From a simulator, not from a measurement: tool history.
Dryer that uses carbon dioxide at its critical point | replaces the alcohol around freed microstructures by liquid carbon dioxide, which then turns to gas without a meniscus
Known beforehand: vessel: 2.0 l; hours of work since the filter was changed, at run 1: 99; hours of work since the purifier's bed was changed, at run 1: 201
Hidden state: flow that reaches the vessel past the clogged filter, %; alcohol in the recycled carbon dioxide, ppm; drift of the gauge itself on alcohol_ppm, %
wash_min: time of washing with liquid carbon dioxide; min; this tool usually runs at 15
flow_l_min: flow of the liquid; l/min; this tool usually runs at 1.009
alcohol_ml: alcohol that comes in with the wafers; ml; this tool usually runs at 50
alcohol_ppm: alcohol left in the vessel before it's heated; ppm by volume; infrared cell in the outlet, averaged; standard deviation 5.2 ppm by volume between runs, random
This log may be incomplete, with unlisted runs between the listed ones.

run,hour,wash_min,flow_l_min,alcohol_ml,hours of work since the filter was changed,hours of work since the purifier's bed was changed,alcohol_ppm
1,0.0,15,1.009,50,99,201,158
2,17.0,15,1.009,50,105,207,152
3,44.4,15,1.009,50,115,217,156
4,59.4,15,1.170,50,121,223,121
5,81.2,10,1.009,50,128,230,662
6,111.8,18,1.009,50,140,242,107
7,142.5,9,1.009,50,151,253,964
8,159.6,9,1.009,50,157,259,967
9,183.4,9,1.009,50,165,267,978
10,199.2,9,1.009,50,171,273,1007
11,215.3,9,1.009,50,177,279,988
12,243.8,9,1.009,50,187,289,983
13,265.9,9,1.009,50,195,297,1010
14,279.4,15,1.009,58,200,302,226
15,308.8,15,0.860,62,211,313,422
16,339.5,18,0.820,100,222,324,367
17,355.1,15,1.280,65,228,330,140
18,375.0,11,1.410,53,235,337,187
19,398.8,15,1.560,50,243,345,124
20,427.6,15,1.009,34,254,356,195
21,447.9,13,1.240,70,261,363,210
22,470.6,12,1.350,50,269,371,186
23,495.2,12,1.350,75,278,380,219
24,517.5,12,1.350,75,286,388,222
25,534.0,18,1.009,29,292,394,163
26,558.8,15,0.840,29,301,403,296
27,577.3,15,1.000,29,308,410,199
28,590.6,15,0.860,33,313,415,314

5 ways to go on from here, each from the tool as it stands after run 28. What would each give?
A,608.7,18,0.660,37,319,421,?
B,608.7,9,0.860,81,319,421,?
C,608.7,9,0.890,42,319,421,?
D,608.7,15,1.009,97,319,421,?
E,608.7,10,0.860,33,319,421,?

run,alcohol_ppm
A,455
B,2734
C,1359
D,362
E,958
Without the tool's unlogged condition, the same runs would have read:
run,alcohol_ppm
A,247
B,2175
C,1020
D,159
E,674

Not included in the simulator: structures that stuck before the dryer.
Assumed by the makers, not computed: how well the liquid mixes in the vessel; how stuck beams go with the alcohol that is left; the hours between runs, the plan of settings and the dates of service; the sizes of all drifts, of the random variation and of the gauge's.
